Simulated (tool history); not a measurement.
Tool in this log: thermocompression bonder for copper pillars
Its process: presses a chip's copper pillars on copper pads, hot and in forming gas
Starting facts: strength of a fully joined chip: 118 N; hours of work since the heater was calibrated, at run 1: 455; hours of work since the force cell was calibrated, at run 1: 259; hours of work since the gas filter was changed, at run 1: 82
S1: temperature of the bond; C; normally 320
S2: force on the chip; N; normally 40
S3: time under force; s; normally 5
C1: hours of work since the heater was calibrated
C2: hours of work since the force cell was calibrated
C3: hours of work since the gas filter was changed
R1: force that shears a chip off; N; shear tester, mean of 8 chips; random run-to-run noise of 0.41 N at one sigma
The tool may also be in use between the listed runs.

run	day	S1	S2	S3	C1	C2	C3	R1
1	0	320	40	5	455	259	82	84.4
2	0.804	320	40	5	464	268	91	84.1
3	1.825	320	40	5	475	280	103	83.7
4	2.762	320	40	5	485	290	113	84.3
5	3.512	320	40	5	494	299	121	84.3
6	4.254	320	40	5	502	307	130	84.2
7	5.217	323	40	5	513	318	140	86.9
8	5.888	323	40	3	520	325	148	76
9	6.462	323	30	3	527	332	154	57.8
10	7.112	323	25	3	534	339	162	48.9
11	7.8	320	40	5	542	346	169	84.9
12	9.121	320	40	5	556	361	184	84.5
13	9.662	320	40	3	562	367	190	73.6
14	10.229	320	40	3	569	374	196	74.2
15	11.496	320	40	3	583	388	210	73.8
16	12.15	343	27	14	590	395	218	98.8
# day 13.029: heater calibrated with a thermocouple chip
17	13.25	332	38	4	2	406	229	86.8
18	13.946	332	38	4	10	414	237	86.6
19	14.517	332	59	8	17	420	243	115

Estimate the outcome of run 20 from the log above:
20	15.288	332	28	5	25	429	252	?

{"run 20": {"R1": 72.4}}
With no hidden state in the tool, this same run would have given R1 71.2 N.

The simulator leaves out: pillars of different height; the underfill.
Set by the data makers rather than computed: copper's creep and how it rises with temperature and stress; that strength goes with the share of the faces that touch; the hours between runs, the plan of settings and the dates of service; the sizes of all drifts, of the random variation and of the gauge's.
